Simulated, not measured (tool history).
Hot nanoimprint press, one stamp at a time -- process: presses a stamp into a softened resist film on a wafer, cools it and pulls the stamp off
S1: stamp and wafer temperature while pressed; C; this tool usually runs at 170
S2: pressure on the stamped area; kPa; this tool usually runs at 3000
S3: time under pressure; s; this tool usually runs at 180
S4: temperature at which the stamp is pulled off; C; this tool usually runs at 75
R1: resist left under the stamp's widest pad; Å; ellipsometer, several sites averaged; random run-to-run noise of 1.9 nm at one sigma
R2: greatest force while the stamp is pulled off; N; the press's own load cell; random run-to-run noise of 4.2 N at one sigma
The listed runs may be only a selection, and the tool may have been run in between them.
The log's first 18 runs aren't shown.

run   hour   S1    S2   S3  S4    R1   R2
 19  256.2  174  3540  180  75  2569  219
 20  273.6  170  4750   95  81  3202  187
 21  285.3  171  2120  218  64  3517  307
 22  298.6  182  3070  105  80  2535  205
 23  315.2  182  3070  105  80  2567  218
 24  329.1  182  3070  105  80  2540  207
 25  341.5  182  3300  105  80  2481  219
 26  356.5  182  3300  105  80  2476  229
 27  370.5  180  4530  180  75  1862  266
 28  388.2  180  4530  180  75  1831  282
 29  402.7  170  4280  180  63  2724  357
 30  415.8  175  3950  262  72  2089  317
 31  425.3  170  1820  176  74  4258  305

3 ways to go on from here, each from the tool as it stands after run 31. What would each give?
  A  438.8  170  1820  264  77   ?   ?
  B  438.8  170  1820  129  74   ?   ?
  C  438.8  166  2650  199  75   ?   ?

run    R1   R2
  A  3740  276
  B  4591  308
  C  3908  296
Take away the tool's hidden state, keep each run's random variation, and the runs would have read:
run    R1   R2
  A  3547  190
  B  4390  213
  C  3677  204

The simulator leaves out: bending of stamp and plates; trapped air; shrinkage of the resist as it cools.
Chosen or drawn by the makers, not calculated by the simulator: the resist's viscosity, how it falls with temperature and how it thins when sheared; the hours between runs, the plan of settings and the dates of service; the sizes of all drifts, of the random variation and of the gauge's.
